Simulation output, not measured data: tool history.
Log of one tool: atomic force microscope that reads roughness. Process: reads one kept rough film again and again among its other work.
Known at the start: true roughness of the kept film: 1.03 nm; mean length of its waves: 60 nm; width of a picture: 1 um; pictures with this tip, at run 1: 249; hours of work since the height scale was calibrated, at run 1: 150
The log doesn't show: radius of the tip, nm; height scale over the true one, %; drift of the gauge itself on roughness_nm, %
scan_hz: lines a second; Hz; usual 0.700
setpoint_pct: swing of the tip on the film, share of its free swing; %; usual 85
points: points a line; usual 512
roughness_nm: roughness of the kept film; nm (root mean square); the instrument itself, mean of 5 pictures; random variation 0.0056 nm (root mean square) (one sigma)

| run | hour | scan_hz | setpoint_pct | points | pictures with this tip | hours of work since the height scale was calibrated | roughness_nm |
|---|---|---|---|---|---|---|---|
| 1 | 0.0 | 0.700 | 85 | 512 | 249 | 150 | 0.964 |
|  | 2.5 | new tip fitted |
| 2 | 11.4 | 0.700 | 85 | 512 | 16 | 157 | 0.970 |
| 3 | 22.1 | 0.700 | 85 | 512 | 36 | 163 | 0.977 |
| 4 | 35.7 | 0.700 | 85 | 488 | 61 | 172 | 0.968 |
| 5 | 47.4 | 0.700 | 85 | 488 | 82 | 179 | 0.967 |
| 6 | 55.2 | 0.700 | 85 | 512 | 97 | 183 | 0.969 |
| 7 | 68.2 | 0.700 | 85 | 512 | 121 | 191 | 0.965 |
| 8 | 77.8 | 0.700 | 64 | 512 | 138 | 197 | 0.986 |
| 9 | 87.6 | 0.700 | 64 | 512 | 156 | 203 | 0.996 |
| 10 | 99.7 | 0.700 | 64 | 512 | 179 | 210 | 0.990 |
| 11 | 111.0 | 0.700 | 64 | 512 | 199 | 217 | 0.992 |
| 12 | 124.3 | 1.082 | 64 | 512 | 224 | 225 | 0.985 |
| 13 | 132.9 | 0.700 | 85 | 512 | 240 | 230 | 0.960 |
|  | 140.2 | new tip fitted |
| 14 | 143.3 | 0.700 | 85 | 512 | 6 | 236 | 0.968 |
| 15 | 154.5 | 0.700 | 85 | 401 | 26 | 243 | 0.975 |
| 16 | 165.1 | 0.700 | 85 | 401 | 46 | 249 | 0.976 |
| 17 | 171.2 | 0.700 | 85 | 512 | 57 | 253 | 0.968 |
| 18 | 184.8 | 0.700 | 85 | 512 | 82 | 261 | 0.980 |
| 19 | 196.1 | 0.700 | 85 | 512 | 103 | 268 | 0.972 |
| 20 | 202.7 | 0.700 | 85 | 512 | 115 | 272 | 0.971 |
| 21 | 210.6 | 0.700 | 85 | 512 | 130 | 276 | 0.962 |
| 22 | 223.2 | 2.135 | 85 | 512 | 153 | 284 | 0.877 |
| 23 | 232.7 | 2.768 | 78 | 287 | 170 | 290 | 0.886 |
| 24 | 245.8 | 0.700 | 66 | 512 | 194 | 297 | 0.992 |
|  | 247.7 | height scale calibrated on a step standard |
| 25 | 259.5 | 0.700 | 66 | 512 | 218 | 7 | 0.983 |
| 26 | 269.5 | 0.700 | 66 | 512 | 236 | 13 | 0.993 |
|  | 278.8 | new tip fitted |
| 27 | 282.7 | 0.700 | 66 | 512 | 8 | 21 | 0.991 |
| 28 | 289.6 | 2.007 | 66 | 674 | 20 | 25 | 0.970 |
| 29 | 300.4 | 1.575 | 88 | 337 | 40 | 31 | 0.899 |
| 30 | 313.6 | 3.552 | 85 | 775 | 64 | 39 | 0.816 |
|  | 321.3 | height scale calibrated on a step standard, once more |
| 31 | 321.4 | 0.556 | 85 | 398 | 77 | 0 | 0.977 |
| 32 | 328.4 | 2.236 | 79 | 265 | 90 | 4 | 0.916 |
| 33 | 339.3 | 2.236 | 79 | 265 | 110 | 11 | 0.909 |
| 34 | 346.2 | 1.526 | 67 | 676 | 123 | 15 | 0.968 |
| 35 | 355.6 | 1.526 | 67 | 676 | 140 | 21 | 0.968 |
| 36 | 368.0 | 0.700 | 85 | 377 | 163 | 28 | 0.966 |
| 37 | 381.0 | 0.593 | 66 | 267 | 187 | 36 | 0.995 |
| 38 | 389.8 | 0.687 | 86 | 256 | 203 | 41 | 0.952 |
| 39 | 400.8 | 0.687 | 86 | 256 | 223 | 48 | 0.960 |
| 40 | 406.8 | 0.518 | 61 | 774 | 234 | 51 | 0.999 |
|  | 417.1 | new tip fitted |
| 41 | 418.2 | 0.518 | 61 | 774 | 2 | 58 | 1.004 |
| 42 | 426.0 | 1.582 | 61 | 373 | 16 | 63 | 0.997 |

5 ways to go on from here, each from the tool as it stands after run 42. What would each give?
| A | 438.6 | 0.859 | 62 | 808 | 40 | 70 | ? |
| B | 438.6 | 1.244 | 77 | 512 | 40 | 70 | ? |
| C | 438.6 | 1.582 | 61 | 356 | 40 | 70 | ? |
| D | 438.6 | 0.603 | 85 | 941 | 40 | 70 | ? |
| E | 438.6 | 0.927 | 61 | 373 | 40 | 70 | ? |

| run | roughness_nm |
|---|---|
| A | 1.002 |
| B | 0.973 |
| C | 0.995 |
| D | 0.986 |
| E | 1.003 |
Without the tool's hidden state the same runs would have given:
| run | roughness_nm |
|---|---|
| A | 1.006 |
| B | 0.977 |
| C | 0.999 |
| D | 0.990 |
| E | 1.007 |

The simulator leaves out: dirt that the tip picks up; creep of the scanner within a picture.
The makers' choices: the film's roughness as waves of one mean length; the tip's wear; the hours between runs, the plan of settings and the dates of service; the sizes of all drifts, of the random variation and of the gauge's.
